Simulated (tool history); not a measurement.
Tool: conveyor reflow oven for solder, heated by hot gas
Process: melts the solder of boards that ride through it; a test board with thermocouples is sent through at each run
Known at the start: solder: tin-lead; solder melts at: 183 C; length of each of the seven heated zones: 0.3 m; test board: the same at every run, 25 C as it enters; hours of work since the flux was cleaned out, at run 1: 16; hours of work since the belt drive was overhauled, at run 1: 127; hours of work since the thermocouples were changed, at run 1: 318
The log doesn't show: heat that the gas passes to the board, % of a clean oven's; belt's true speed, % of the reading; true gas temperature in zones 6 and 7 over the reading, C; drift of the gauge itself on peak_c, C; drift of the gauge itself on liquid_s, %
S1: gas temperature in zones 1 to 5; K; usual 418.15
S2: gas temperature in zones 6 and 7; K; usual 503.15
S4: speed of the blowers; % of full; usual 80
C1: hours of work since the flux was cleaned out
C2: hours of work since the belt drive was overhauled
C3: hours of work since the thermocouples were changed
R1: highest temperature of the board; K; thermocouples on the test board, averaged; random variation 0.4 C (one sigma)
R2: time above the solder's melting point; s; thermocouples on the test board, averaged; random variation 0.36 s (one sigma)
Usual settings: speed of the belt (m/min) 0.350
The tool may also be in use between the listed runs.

{"run": 1, "hour": 0.0, "S1": 418.15, "S2": 503.15, "speed of the belt (m/min)": 0.35, "S4": 80, "C1": 16, "C2": 127, "C3": 318, "R1": 489.85, "R2": 81.0}
{"run": 2, "hour": 13.4, "S1": 418.15, "S2": 503.15, "speed of the belt (m/min)": 0.288, "S4": 80, "C1": 22, "C2": 133, "C3": 325, "R1": 494.35, "R2": 105.6}
{"run": 3, "hour": 24.3, "S1": 418.15, "S2": 496.15, "speed of the belt (m/min)": 0.35, "S4": 80, "C1": 27, "C2": 138, "C3": 330, "R1": 483.35, "R2": 74.8}
{"run": 4, "hour": 37.4, "S1": 418.15, "S2": 506.15, "speed of the belt (m/min)": 0.35, "S4": 80, "C1": 34, "C2": 145, "C3": 336, "R1": 492.85, "R2": 84.3}
{"run": 5, "hour": 47.1, "S1": 418.15, "S2": 506.15, "speed of the belt (m/min)": 0.35, "S4": 80, "C1": 38, "C2": 149, "C3": 340, "R1": 492.65, "R2": 83.4}
{"run": 6, "hour": 61.0, "S1": 408.15, "S2": 514.15, "speed of the belt (m/min)": 0.381, "S4": 63, "C1": 44, "C2": 155, "C3": 347, "R1": 490.05, "R2": 68.2}

The next listed run, before its measurement:
{"run": 7, "hour": 69.8, "S1": 408.15, "S2": 514.15, "speed of the belt (m/min)": 0.32, "S4": 65, "C1": 49, "C2": 160, "C3": 351, "R1": "?", "R2": "?"}

R1: 496.55 K
R2: 89.8 s
Without the tool's hidden state the same run would have given R1 497.85 K, R2 90.7 s.

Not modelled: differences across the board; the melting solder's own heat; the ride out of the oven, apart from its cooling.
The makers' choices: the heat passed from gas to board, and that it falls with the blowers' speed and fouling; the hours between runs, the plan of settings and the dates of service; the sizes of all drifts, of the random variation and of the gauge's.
